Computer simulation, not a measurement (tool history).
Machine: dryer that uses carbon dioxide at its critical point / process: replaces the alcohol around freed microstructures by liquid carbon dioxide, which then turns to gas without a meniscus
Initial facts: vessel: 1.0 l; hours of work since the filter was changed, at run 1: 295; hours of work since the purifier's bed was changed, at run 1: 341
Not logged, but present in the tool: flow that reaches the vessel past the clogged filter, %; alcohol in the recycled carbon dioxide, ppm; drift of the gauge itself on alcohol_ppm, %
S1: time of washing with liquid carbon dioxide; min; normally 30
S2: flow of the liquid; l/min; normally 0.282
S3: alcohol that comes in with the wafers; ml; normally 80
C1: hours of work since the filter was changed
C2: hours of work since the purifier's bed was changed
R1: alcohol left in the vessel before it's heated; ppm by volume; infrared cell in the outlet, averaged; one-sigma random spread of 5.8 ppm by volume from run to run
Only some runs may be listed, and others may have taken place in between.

run,hour,S1,S2,S3,C1,C2,R1
1,0.0,30,0.282,80,295,341,295
2,6.6,30,0.282,80,300,346,308
3,16.4,24,0.282,80,307,353,855
4,23.0,24,0.282,80,312,358,856
5,36.0,24,0.282,80,322,368,847
6,41.6,24,0.282,80,326,372,819
7,54.8,24,0.282,80,336,382,836
8,67.3,24,0.282,80,345,391,843
9,75.0,30,0.282,80,351,397,323
10,82.1,30,0.282,80,356,402,327
11,90.8,30,0.282,30,363,409,176
12,99.5,30,0.282,30,369,415,183
13,107.0,30,0.275,30,375,421,200
14,113.9,30,0.282,80,380,426,335
15,124.2,30,0.282,80,388,433,348
16,136.2,30,0.282,26,397,442,191
17,147.1,30,0.282,26,405,450,172
18,155.5,30,0.282,26,411,457,185
19,166.4,30,0.282,26,419,465,180
20,176.3,30,0.460,26,427,472,101
21,185.0,30,0.460,26,433,479,100
22,190.4,30,0.460,26,437,483,109
23,202.2,25,0.426,26,446,492,128
24,212.1,31,0.457,25,453,499,109
25,218.3,31,0.457,25,458,504,103
26,229.4,31,0.457,25,466,512,111
27,242.7,31,0.457,25,476,522,119
28,252.8,35,0.321,101,484,529,172
29,265.2,35,0.321,101,493,539,167
30,278.5,36,0.301,67,503,549,158
31,291.4,36,0.409,61,512,558,123
# hour 296.5: inlet filter changed
32,305.7,36,0.409,61,7,568,124
33,311.4,27,0.232,31,11,572,477
34,323.1,22,0.257,46,20,581,921
35,332.8,32,0.282,80,27,588,256
36,339.0,32,0.282,80,32,593,264
37,349.2,30,0.282,31,39,601,214
38,361.5,30,0.282,31,49,610,203

Branching from run 38: 5 alternative next runs. What would each branch give?
A,370.5,32,0.429,25,55,616,?
B,370.5,30,0.183,108,55,616,?
C,370.5,28,0.455,37,55,616,?
D,370.5,29,0.230,83,55,616,?
E,370.5,30,0.428,31,55,616,?

run,R1
A,136
B,2240
C,134
D,872
E,140
Had the tool no hidden state, the same runs would have come out as:
run,R1
A,5
B,2028
C,3
D,705
E,9
